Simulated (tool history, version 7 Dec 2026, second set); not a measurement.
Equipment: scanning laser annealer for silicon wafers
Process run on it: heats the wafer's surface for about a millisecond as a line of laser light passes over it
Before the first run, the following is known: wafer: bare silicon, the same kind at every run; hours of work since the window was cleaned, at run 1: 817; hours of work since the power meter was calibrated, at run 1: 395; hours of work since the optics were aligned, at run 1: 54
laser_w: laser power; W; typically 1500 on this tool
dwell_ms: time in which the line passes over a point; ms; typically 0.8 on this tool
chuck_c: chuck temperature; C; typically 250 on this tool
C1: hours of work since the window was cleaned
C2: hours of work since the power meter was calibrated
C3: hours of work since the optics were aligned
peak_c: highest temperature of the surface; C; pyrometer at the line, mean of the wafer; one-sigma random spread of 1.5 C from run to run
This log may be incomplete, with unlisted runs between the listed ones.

Run 1, day 0: usual settings; C1 817; C2 395; C3 54. Result: peak_c 960 C.
At day 1.433: window over the wafer cleaned.
Run 2, day 2.412: usual settings; C1 12; C2 424; C3 82. Result: peak_c 984 C.
Run 3, day 3.579: usual settings; C1 26; C2 438; C3 97. Result: peak_c 982 C.
Run 4, day 4.9: usual settings; C1 43; C2 455; C3 113. Result: peak_c 984 C.
Run 5, day 6.608: usual settings; C1 64; C2 476; C3 134. Result: peak_c 982 C.
At day 6.979: optics aligned, line set to its width.
Run 6, day 9.425: usual settings; C1 96; C2 508; C3 30. Result: peak_c 982 C.
Run 7, day 10.596: usual settings; C1 110; C2 522; C3 45. Result: peak_c 979 C.
Run 8, day 12.15: usual settings but laser_w 1322 W, chuck_c 246 C; C1 129; C2 541; C3 64. Result: peak_c 887 C.
At day 13.033: optics aligned, line set to its width, once more.
Run 9, day 14.046: usual settings but laser_w 1322 W, chuck_c 246 C; C1 150; C2 562; C3 12. Result: peak_c 891 C.
Run 10, day 15.312: usual settings but laser_w 1292 W, dwell_ms 0.7 ms, chuck_c 231 C; C1 166; C2 578; C3 28. Result: peak_c 817 C.
Run 11, day 17.65: usual settings but chuck_c 228 C; C1 195; C2 607; C3 57. Result: peak_c 956 C.
Run 12, day 19.817: usual settings but laser_w 1615 W, dwell_ms 0.687 ms; C1 221; C2 633; C3 84. Result: peak_c 972 C.
Run 13, day 22.5: usual settings but laser_w 1615 W, dwell_ms 0.687 ms; C1 254; C2 666; C3 117. Result: peak_c 971 C.

4 ways to go on from here, each from the tool as it stands after run 13. What would each give?
Run A, day 25.225: usual settings but laser_w 1342 W, dwell_ms 0.692 ms, chuck_c 225 C; C1 288; C2 700; C3 150. Result: peak_c ?.
Run B, day 25.225: usual settings but dwell_ms 0.686 ms, chuck_c 240 C; C1 288; C2 700; C3 150. Result: peak_c ?.
Run C, day 25.225: usual settings but laser_w 1615 W, dwell_ms 0.605 ms, chuck_c 255 C; C1 288; C2 700; C3 150. Result: peak_c ?.
Run D, day 25.225: usual settings but laser_w 1314 W, dwell_ms 0.941 ms, chuck_c 283 C; C1 288; C2 700; C3 150. Result: peak_c ?.

run  peak_c
  A     824
  B     908
  C     925
  D     979
Without the tool's hidden state the same runs would have given:
run  peak_c
  A     831
  B     916
  C     932
  D     987
